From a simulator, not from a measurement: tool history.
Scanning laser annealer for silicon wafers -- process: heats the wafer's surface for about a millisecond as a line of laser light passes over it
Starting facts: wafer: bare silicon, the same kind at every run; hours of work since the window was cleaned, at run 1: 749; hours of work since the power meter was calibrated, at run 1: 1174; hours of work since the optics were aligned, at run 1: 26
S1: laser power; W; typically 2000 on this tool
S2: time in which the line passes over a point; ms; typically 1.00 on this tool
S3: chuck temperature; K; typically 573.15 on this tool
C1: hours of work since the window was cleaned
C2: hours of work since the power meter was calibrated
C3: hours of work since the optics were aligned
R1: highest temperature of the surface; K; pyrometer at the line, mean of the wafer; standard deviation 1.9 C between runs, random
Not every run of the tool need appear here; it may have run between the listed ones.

Run 1, hour 0.0: usual settings; C1 749; C2 1174; C3 26. Result: R1 1389.15 K.
Run 2, hour 54.4: usual settings but S2 0.81 ms; C1 775; C2 1200; C3 51. Result: R1 1303.15 K.
Run 3, hour 131.2: usual settings but S2 0.81 ms; C1 811; C2 1236; C3 88. Result: R1 1294.15 K.
Run 4, hour 214.7: usual settings; C1 851; C2 1276; C3 127. Result: R1 1383.15 K.
Run 5, hour 291.6: usual settings; C1 887; C2 1312; C3 164. Result: R1 1380.15 K.
At hour 300.0: window over the wafer cleaned.
Run 6, hour 340.5: usual settings; C1 19; C2 1334; C3 186. Result: R1 1403.15 K.
Run 7, hour 421.2: usual settings; C1 57; C2 1373; C3 224. Result: R1 1403.15 K.

Estimate the outcome of run 8 from the log above:
Run 8, hour 474.9: usual settings; C1 83; C2 1398; C3 250. Result: R1 ?.

Run 8 gave R1 1400.15 K.
With the hidden condition absent and the run-to-run variation left alone, this run would have shown R1 1416.15 K.
